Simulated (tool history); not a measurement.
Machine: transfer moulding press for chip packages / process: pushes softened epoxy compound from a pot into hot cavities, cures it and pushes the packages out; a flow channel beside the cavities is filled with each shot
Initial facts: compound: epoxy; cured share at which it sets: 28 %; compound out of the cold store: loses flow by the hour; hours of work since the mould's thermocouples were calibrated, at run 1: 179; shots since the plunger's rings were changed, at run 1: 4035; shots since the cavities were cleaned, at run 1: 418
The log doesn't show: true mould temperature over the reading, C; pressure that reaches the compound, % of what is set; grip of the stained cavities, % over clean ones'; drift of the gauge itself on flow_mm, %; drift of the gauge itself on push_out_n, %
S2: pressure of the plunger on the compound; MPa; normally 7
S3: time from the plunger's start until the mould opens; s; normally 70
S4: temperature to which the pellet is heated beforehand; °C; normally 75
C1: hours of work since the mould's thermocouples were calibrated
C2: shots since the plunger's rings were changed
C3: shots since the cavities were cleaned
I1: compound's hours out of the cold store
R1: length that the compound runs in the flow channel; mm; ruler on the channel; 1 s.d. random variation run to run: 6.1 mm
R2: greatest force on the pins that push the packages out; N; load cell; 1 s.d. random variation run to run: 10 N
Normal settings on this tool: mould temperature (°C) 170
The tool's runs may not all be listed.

Run 1, hour 0: usual settings; C1 179; C2 4035; C3 418; I1 13.8. Result: R1 942 mm, R2 676 N.
At hour 5.3: cavities cleaned with cleaning compound and waxed.
Run 2, hour 11.8: usual settings; C1 183; C2 4146; C3 70; I1 24.1. Result: R1 882 mm, R2 563 N.
Run 3, hour 26.2: usual settings but S4 85 °C; C1 189; C2 4302; C3 226; I1 18.3. Result: R1 908 mm, R2 592 N.
Run 4, hour 37.2: usual settings but S4 85 °C; C1 194; C2 4421; C3 345; I1 30. Result: R1 841 mm, R2 592 N.
Run 5, hour 46.8: usual settings but S4 85 °C; C1 198; C2 4525; C3 449; I1 26.4. Result: R1 870 mm, R2 640 N.
At hour 49.2: cavities cleaned with cleaning compound and waxed.
Run 6, hour 66.3: usual settings but S4 85 °C; C1 205; C2 4719; C3 185; I1 41.5. Result: R1 802 mm, R2 571 N.
At hour 70: mould's thermocouples calibrated.
Run 7, hour 77.1: usual settings but S4 85 °C; C1 3; C2 4814; C3 280; I1 24.6. Result: R1 884 mm, R2 646 N.
At hour 95.3: cavities cleaned with cleaning compound and waxed.
Run 8, hour 95.9: usual settings but mould temperature (°C) 174; C1 10; C2 5001; C3 6; I1 10.9. Result: R1 928 mm, R2 433 N.
Run 9, hour 114.4: usual settings but mould temperature (°C) 174; C1 18; C2 5201; C3 206; I1 44.1. Result: R1 781 mm, R2 468 N.

What does the tool deliver on the next run?
At hour 124.6: mould's thermocouples calibrated, once more.
Run 10, hour 128.3: usual settings but mould temperature (°C) 172, S3 80 s, S4 78 °C; C1 2; C2 5329; C3 334; I1 34.5. Result: R1 ?, R2 ?.

R1: 821 mm
R2: 457 N
On a tool with no hidden condition, and with the same random variation, this run would have come out at R1 864 mm, R2 366 N.
